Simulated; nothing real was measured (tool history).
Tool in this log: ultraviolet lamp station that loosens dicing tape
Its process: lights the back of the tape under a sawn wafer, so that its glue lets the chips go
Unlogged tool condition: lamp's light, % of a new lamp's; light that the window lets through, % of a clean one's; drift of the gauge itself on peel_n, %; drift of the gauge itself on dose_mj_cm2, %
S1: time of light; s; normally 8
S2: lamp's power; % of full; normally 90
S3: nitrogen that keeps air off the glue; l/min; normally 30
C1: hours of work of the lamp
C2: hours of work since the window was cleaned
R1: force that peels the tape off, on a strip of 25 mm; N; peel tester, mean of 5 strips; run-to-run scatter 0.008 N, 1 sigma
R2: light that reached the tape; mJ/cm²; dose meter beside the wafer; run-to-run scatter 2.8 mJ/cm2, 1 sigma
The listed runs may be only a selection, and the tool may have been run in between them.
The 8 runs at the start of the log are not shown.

| run | hour | S1 | S2 | S3 | C1 | C2 | R1 | R2 |
|---|---|---|---|---|---|---|---|---|
| 9 | 556 | 8 | 73 | 30 | 102 | 509 | 0.549 | 294 |
| 10 | 625.1 | 8 | 90 | 59 | 150 | 558 | 0.266 | 355 |
| 11 | 666.9 | 8 | 62 | 30 | 179 | 587 | 0.822 | 242 |
| 12 | 763.7 | 9 | 62 | 30 | 247 | 655 | 0.704 | 264 |
|  | 794 | window cleaned of glue's vapour |
| 13 | 843.3 | 8 | 90 | 19 | 302 | 35 | 0.532 | 367 |
| 14 | 938.5 | 8 | 90 | 19 | 369 | 101 | 0.572 | 363 |
| 15 | 1002.3 | 8 | 90 | 19 | 414 | 146 | 0.569 | 352 |
| 16 | 1053.3 | 7 | 74 | 27 | 450 | 182 | 0.819 | 251 |
| 17 | 1107.8 | 7 | 74 | 27 | 488 | 220 | 0.881 | 244 |
| 18 | 1186.6 | 7 | 74 | 27 | 543 | 275 | 0.895 | 238 |
| 19 | 1285.3 | 7 | 100 | 29 | 612 | 344 | 0.542 | 312 |
| 20 | 1388.6 | 13 | 77 | 41 | 684 | 416 | 0.229 | 431 |
| 21 | 1476.3 | 13 | 77 | 41 | 746 | 478 | 0.249 | 421 |
| 22 | 1536.1 | 13 | 77 | 41 | 788 | 520 | 0.247 | 415 |
| 23 | 1600.1 | 4 | 90 | 24 | 832 | 565 | 1.76 | 147 |
| 24 | 1700.4 | 8 | 61 | 17 | 903 | 635 | 1.593 | 191 |
|  | 1756.2 | window cleaned of glue's vapour |
| 25 | 1800.6 | 9 | 93 | 36 | 972 | 31 | 0.363 | 352 |
| 26 | 1891.4 | 8 | 61 | 30 | 1036 | 95 | 1.107 | 194 |
| 27 | 1955 | 8 | 61 | 30 | 1081 | 139 | 1.125 | 195 |
| 28 | 2039.3 | 10 | 96 | 51 | 1140 | 198 | 0.255 | 374 |
| 29 | 2107.4 | 5 | 85 | 12 | 1187 | 246 | 2.08 | 164 |
| 30 | 2172.6 | 5 | 85 | 12 | 1233 | 292 | 2.103 | 161 |

Here are 5 independent what-if runs from the current tool condition. What would each one return?
| A | 2227.7 | 8 | 81 | 14 | 1272 | 330 | ? | ? |
| B | 2227.7 | 6 | 85 | 16 | 1272 | 330 | ? | ? |
| C | 2227.7 | 5 | 85 | 22 | 1272 | 330 | ? | ? |
| D | 2227.7 | 7 | 78 | 25 | 1272 | 330 | ? | ? |
| E | 2227.7 | 16 | 76 | 27 | 1272 | 330 | ? | ? |

| run | R1 | R2 |
|---|---|---|
| A | 1.337 | 233 |
| B | 1.624 | 189 |
| C | 1.705 | 154 |
| D | 1.237 | 200 |
| E | 0.28 | 445 |
The same runs, with their run-to-run variation unchanged, on a tool lacking any hidden condition would have given:
| run | R1 | R2 |
|---|---|---|
| A | 0.681 | 364 |
| B | 0.906 | 291 |
| C | 0.977 | 239 |
| D | 0.611 | 310 |
| E | 0.152 | 690 |

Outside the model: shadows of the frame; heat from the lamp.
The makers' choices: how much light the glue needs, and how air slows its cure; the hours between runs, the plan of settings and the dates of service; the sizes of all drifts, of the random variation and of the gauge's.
